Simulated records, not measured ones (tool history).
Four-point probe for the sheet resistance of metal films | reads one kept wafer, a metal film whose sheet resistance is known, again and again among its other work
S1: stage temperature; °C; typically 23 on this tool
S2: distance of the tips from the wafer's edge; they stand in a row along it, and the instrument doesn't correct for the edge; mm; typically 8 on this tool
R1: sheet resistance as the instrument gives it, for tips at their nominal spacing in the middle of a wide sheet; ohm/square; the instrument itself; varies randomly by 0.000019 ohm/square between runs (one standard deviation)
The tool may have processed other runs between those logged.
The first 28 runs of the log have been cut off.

run    hour  S1  S2        R1
 29   936.6  23  31  0.091189
 30   958.5  23  31  0.091189
 31   998.7  22  62  0.091125
 32  1038.1  22  62  0.091099
 33  1083.2  24   4  0.095709
 34  1117.6  25   4   0.09567
 35  1141.2  29  11  0.091508
 36  1188.5  21   5   0.09419
 37  1218.6  22   5  0.094136
 38  1266.1  22   5  0.094106
 39  1289.1  29  46  0.090856
 40  1309.1  29  46  0.090856
 41  1344.6  29  46  0.090856
 42  1385.2  20   6  0.093282
 43  1406.2  21  12  0.091621
 44  1447.4  27  34  0.090883

Alternative continuations, all from the tool just after run 44; predict every row:
  A  1470  30  34   ?
  B  1470  22  37   ?
  C  1470  22   4   ?
  D  1470  20  22   ?
  E  1470  23   6   ?

run        R1
  A  0.090818
  B  0.091114
  C  0.095719
  D  0.091291
  E   0.09317
With the hidden condition removed and each run's random variation left untouched, the same runs would have given:
run        R1
  A  0.091423
  B  0.091723
  C  0.096356
  D  0.091901
  E  0.093791

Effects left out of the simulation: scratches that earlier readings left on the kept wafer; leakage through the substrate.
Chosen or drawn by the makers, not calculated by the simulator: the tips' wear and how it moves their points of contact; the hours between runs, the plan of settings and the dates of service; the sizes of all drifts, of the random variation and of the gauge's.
